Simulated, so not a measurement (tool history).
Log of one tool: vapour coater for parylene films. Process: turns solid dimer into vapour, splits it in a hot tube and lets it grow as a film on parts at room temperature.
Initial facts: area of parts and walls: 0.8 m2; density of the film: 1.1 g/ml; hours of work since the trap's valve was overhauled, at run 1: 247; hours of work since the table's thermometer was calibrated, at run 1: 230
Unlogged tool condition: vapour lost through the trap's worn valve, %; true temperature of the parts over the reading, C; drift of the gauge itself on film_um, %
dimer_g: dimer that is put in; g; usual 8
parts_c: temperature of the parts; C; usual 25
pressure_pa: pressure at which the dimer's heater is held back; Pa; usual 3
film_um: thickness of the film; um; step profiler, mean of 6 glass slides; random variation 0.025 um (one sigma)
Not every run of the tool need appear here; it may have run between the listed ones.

run   hour  dimer_g  parts_c  pressure_pa  hours of work since the trap's valve was overhauled  hours of work since the table's thermometer was calibrated  film_um
  1      0        8       25            3                                                  247                                                         230     5.14
  2   11.1        8       25            3                                                  255                                                         238     5.14
  3   25.2        4       25            3                                                  265                                                         248     2.53
  4   34.6        4       25            3                                                  272                                                         254     2.57
  5   49.7        8       25            3                                                  282                                                         265     5.12
  6   61.9        8       25            3                                                  291                                                         274     5.13
  7   74.7        8       25            3                                                  300                                                         283     5.08
  8   84.2        8       25            3                                                  307                                                         289     5.09
  9  102.5        8       25            3                                                  320                                                         302     5.13
 10    113        8       25        11.54                                                  327                                                         310     4.45
 11  130.7        8       25        11.54                                                  340                                                         322     4.47
 12  140.9        8       25        11.54                                                  347                                                         330     4.47
 13  154.7        8       25        11.54                                                  357                                                         339     4.49
 14  171.5        4       25            3                                                  369                                                         351     2.53
 15  186.2        4       25            3                                                  379                                                         362     2.52
 16  199.6        4       25            3                                                  388                                                         371     2.51
 17  214.2        4       25         4.46                                                  399                                                         381      2.4
 18  229.3        4       25         4.46                                                  409                                                         392     2.43
 19  238.9       12       25            3                                                  416                                                         399     7.53
     244.4  -- trap's valve overhauled
 20  251.4       12       25            3                                                    5                                                         405     7.19
 21  267.6       12       25            3                                                   16                                                         416     7.19
 22  275.2       12       25            3                                                   22                                                         422     7.22
     292.6  -- trap's valve overhauled, once more
 23  297.1       12       25            3                                                    3                                                         434     8.01
 24  308.6        4       24            3                                                   11                                                         443     2.73
 25  323.6        4       24            3                                                   22                                                         453     2.71
 26  340.4        4       24            3                                                   34                                                         465     2.72
 27  358.4        4       24         2.65                                                   47                                                         478     2.72
 28  371.1        8       19         2.65                                                   56                                                         487     5.99
 29  381.5        8       24         3.52                                                   63                                                         494     5.34
 30  398.1        8       24         3.52                                                   75                                                         506     5.29
 31  410.9        8       36         2.08                                                   84                                                         515     4.51
 32  423.1        9       21         9.72                                                   92                                                         524     5.73
 33  437.7        4       36            3                                                  103                                                         534     2.16

Forecast run 34:
 34  447.7        4       36            3                                                  110                                                         541        ?

Logged for run 34: film_um 2.19 um.
Take away the tool's hidden state, keep the run-to-run variation as it was, and the same run would have given film_um 2.21 um.
